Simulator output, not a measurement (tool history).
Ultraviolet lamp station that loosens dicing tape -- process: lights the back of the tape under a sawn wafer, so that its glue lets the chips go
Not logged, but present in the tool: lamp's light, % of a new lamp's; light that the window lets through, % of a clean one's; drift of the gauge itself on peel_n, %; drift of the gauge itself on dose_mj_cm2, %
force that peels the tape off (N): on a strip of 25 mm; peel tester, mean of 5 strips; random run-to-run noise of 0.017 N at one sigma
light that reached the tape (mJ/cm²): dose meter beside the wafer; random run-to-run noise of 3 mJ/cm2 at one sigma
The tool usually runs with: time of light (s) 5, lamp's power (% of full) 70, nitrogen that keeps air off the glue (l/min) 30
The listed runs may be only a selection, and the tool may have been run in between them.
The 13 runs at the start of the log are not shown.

run,hour,time of light (s),lamp's power (% of full),nitrogen that keeps air off the glue (l/min),hours of work of the lamp,hours of work since the window was cleaned,force that peels the tape off (N),light that reached the tape (mJ/cm²)
14,649.6,6,70,30,1322,34,0.56,546
15,715.6,6,70,30,1349,61,0.557,548
16,760.9,5,70,54,1368,80,0.65,453
17,791.2,2,70,16,1380,92,3.062,180
18,857.3,9,71,30,1408,120,0.248,820
19,909,9,71,30,1429,141,0.236,816
20,937.2,9,71,30,1441,153,0.234,827
21,1006.7,4,83,30,1470,182,0.857,426
22,1045,5,70,39,1486,198,0.732,451
23,1091,5,70,39,1505,217,0.736,450
24,1159.5,5,70,39,1533,245,0.733,447
# hour 1166.7: lamp changed
25,1223.2,5,72,11,23,271,1.131,465
26,1274.5,2,87,30,45,293,2.207,223
27,1338.7,4,70,30,71,319,1.217,359
28,1387.9,2,91,10,92,340,2.711,235
# hour 1397.7: window cleaned of glue's vapour
29,1447.8,10,77,38,116,21,0.162,993
30,1477.6,2,64,30,129,33,2.88,168
31,1538.3,2,67,16,154,58,3.144,173
32,1605.6,3,64,16,182,86,2.334,246

Forecast each of these 5 alternatives for the next run:
A,1669.3,2,78,60,208,113,?,?
B,1669.3,5,70,36,208,113,?,?
C,1669.3,2,90,12,208,113,?,?
D,1669.3,9,70,30,208,113,?,?
E,1669.3,9,76,26,208,113,?,?

run,force that peels the tape off (N),light that reached the tape (mJ/cm²)
A,2.141,203
B,0.73,449
C,2.636,231
D,0.234,810
E,0.223,873
With the hidden condition removed and each run's random variation left untouched, the same runs would have given:
run,force that peels the tape off (N),light that reached the tape (mJ/cm²)
A,2.138,203
B,0.728,450
C,2.634,232
D,0.233,811
E,0.223,874
